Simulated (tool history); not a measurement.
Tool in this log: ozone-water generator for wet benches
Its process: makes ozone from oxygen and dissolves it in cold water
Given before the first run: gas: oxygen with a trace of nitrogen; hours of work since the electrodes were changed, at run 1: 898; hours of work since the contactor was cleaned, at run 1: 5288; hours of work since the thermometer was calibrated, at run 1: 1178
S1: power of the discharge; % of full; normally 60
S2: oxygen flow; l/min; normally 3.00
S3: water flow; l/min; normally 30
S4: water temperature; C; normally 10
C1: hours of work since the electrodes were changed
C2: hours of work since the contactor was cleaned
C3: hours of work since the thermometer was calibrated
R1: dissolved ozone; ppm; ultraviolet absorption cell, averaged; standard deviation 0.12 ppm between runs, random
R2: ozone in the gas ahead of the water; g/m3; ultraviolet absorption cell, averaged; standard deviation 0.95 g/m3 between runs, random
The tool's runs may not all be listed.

Run 1, day 0.000: usual settings; C1 898; C2 5288; C3 1178. Result: R1 9.3 ppm, R2 156.9 g/m3.
Run 2, day 0.962: usual settings; C1 918; C2 5307; C3 1197. Result: R1 9.5 ppm, R2 157.9 g/m3.
Run 3, day 1.846: usual settings; C1 936; C2 5325; C3 1215. Result: R1 9.4 ppm, R2 159.2 g/m3.
Run 4, day 2.775: usual settings; C1 955; C2 5344; C3 1234. Result: R1 9.4 ppm, R2 159.4 g/m3.
Run 5, day 4.046: usual settings; C1 981; C2 5370; C3 1260. Result: R1 9.2 ppm, R2 157.9 g/m3.
Run 6, day 5.496: usual settings but S1 64 % of full; C1 1010; C2 5399; C3 1289. Result: R1 9.9 ppm, R2 167.9 g/m3.
Run 7, day 6.617: usual settings but S2 1.60 l/min; C1 1033; C2 5422; C3 1312. Result: R1 7.8 ppm, R2 229.6 g/m3.
Run 8, day 7.767: usual settings but S2 1.60 l/min; C1 1056; C2 5445; C3 1335. Result: R1 8.0 ppm, R2 225.6 g/m3.
Run 9, day 9.042: usual settings but S2 1.60 l/min; C1 1082; C2 5471; C3 1361. Result: R1 8.0 ppm, R2 226.1 g/m3.
Run 10, day 9.696: usual settings but S2 1.60 l/min; C1 1095; C2 5485; C3 1375. Result: R1 7.9 ppm, R2 227.3 g/m3.
Run 11, day 10.625: usual settings but S2 1.60 l/min; C1 1114; C2 5503; C3 1393. Result: R1 7.9 ppm, R2 227.2 g/m3.
Run 12, day 12.100: usual settings but S1 51 % of full; C1 1144; C2 5533; C3 1423. Result: R1 8.5 ppm, R2 138.4 g/m3.
Run 13, day 13.050: usual settings but S1 51 % of full; C1 1163; C2 5553; C3 1443. Result: R1 8.5 ppm, R2 139.0 g/m3.
Run 14, day 14.471: usual settings; C1 1192; C2 5581; C3 1471. Result: R1 9.4 ppm, R2 156.7 g/m3.
Run 15, day 15.279: usual settings; C1 1208; C2 5598; C3 1488. Result: R1 9.6 ppm, R2 159.0 g/m3.
Run 16, day 16.579: usual settings; C1 1235; C2 5624; C3 1514. Result: R1 9.4 ppm, R2 158.5 g/m3.
Run 17, day 18.008: usual settings; C1 1264; C2 5653; C3 1543. Result: R1 9.3 ppm, R2 159.9 g/m3.
Run 18, day 19.383: usual settings but S3 45 l/min; C1 1292; C2 5681; C3 1571. Result: R1 5.6 ppm, R2 157.9 g/m3.
Run 19, day 20.054: usual settings but S3 45 l/min; C1 1305; C2 5695; C3 1585. Result: R1 5.9 ppm, R2 157.4 g/m3.
Run 20, day 21.092: usual settings but S1 61 % of full, S3 36 l/min; C1 1326; C2 5716; C3 1606. Result: R1 7.6 ppm, R2 158.5 g/m3.
Run 21, day 22.479: usual settings but S1 61 % of full, S3 36 l/min; C1 1355; C2 5744; C3 1634. Result: R1 7.6 ppm, R2 161.1 g/m3.
Run 22, day 23.771: usual settings but S1 89 % of full, S2 2.46 l/min, S3 27 l/min, S4 5 C; C1 1381; C2 5770; C3 1660. Result: R1 14.1 ppm, R2 235.7 g/m3.
Run 23, day 25.075: usual settings but S1 61 % of full; C1 1407; C2 5797; C3 1687. Result: R1 9.4 ppm, R2 159.0 g/m3.
Run 24, day 25.904: usual settings but S1 61 % of full; C1 1424; C2 5813; C3 1704. Result: R1 9.5 ppm, R2 158.1 g/m3.
Run 25, day 26.942: usual settings but S1 92 % of full, S2 1.72 l/min, S3 27 l/min, S4 6 C; C1 1445; C2 5835; C3 1725. Result: R1 12.8 ppm, R2 296.3 g/m3.
Run 26, day 27.796: usual settings but S1 49 % of full; C1 1462; C2 5852; C3 1742. Result: R1 7.9 ppm, R2 136.5 g/m3.
Run 27, day 29.112: usual settings but S1 66 % of full, S3 21 l/min; C1 1489; C2 5879; C3 1769. Result: R1 14.5 ppm, R2 167.9 g/m3.
Run 28, day 30.354: usual settings but S1 66 % of full, S3 21 l/min; C1 1514; C2 5904; C3 1794. Result: R1 14.4 ppm, R2 168.7 g/m3.
Run 29, day 31.496: usual settings but S1 81 % of full, S2 1.59 l/min, S3 21 l/min, S4 18 C; C1 1538; C2 5927; C3 1817. Result: R1 14.0 ppm, R2 282.1 g/m3.
Run 30, day 32.638: usual settings but S2 2.68 l/min, S3 43 l/min; C1 1561; C2 5950; C3 1840. Result: R1 5.9 ppm, R2 168.3 g/m3.
Run 31, day 33.908: usual settings but S2 2.68 l/min, S3 43 l/min; C1 1586; C2 5976; C3 1866. Result: R1 6.0 ppm, R2 167.3 g/m3.
Run 32, day 34.942: usual settings but S1 97 % of full, S3 22 l/min, S4 5 C; C1 1607; C2 5997; C3 1887. Result: R1 19.0 ppm, R2 224.6 g/m3.
Run 33, day 35.579: usual settings but S4 12 C; C1 1620; C2 6010; C3 1900. Result: R1 9.0 ppm, R2 156.6 g/m3.

Alternative continuations, all from the tool just after run 33; predict every row:
Run A, day 36.238: usual settings but S1 71 % of full; C1 1634; C2 6023; C3 1913. Result: R1 ?, R2 ?.
Run B, day 36.238: usual settings but S3 37 l/min, S4 12 C; C1 1634; C2 6023; C3 1913. Result: R1 ?, R2 ?.
Run C, day 36.238: usual settings but S2 5.21 l/min, S3 19 l/min, S4 6 C; C1 1634; C2 6023; C3 1913. Result: R1 ?, R2 ?.
Run D, day 36.238: usual settings but S2 2.45 l/min, S3 41 l/min, S4 9 C; C1 1634; C2 6023; C3 1913. Result: R1 ?, R2 ?.

run    R1     R2
  A  10.5  177.8
  B   7.2  156.2
  C  16.2  113.3
  D   6.1  175.2
With the hidden condition removed and each run's random variation left untouched, the same runs would have given:
run    R1     R2
  A  11.4  182.9
  B   7.9  160.1
  C  17.3  116.2
  D   6.7  179.6
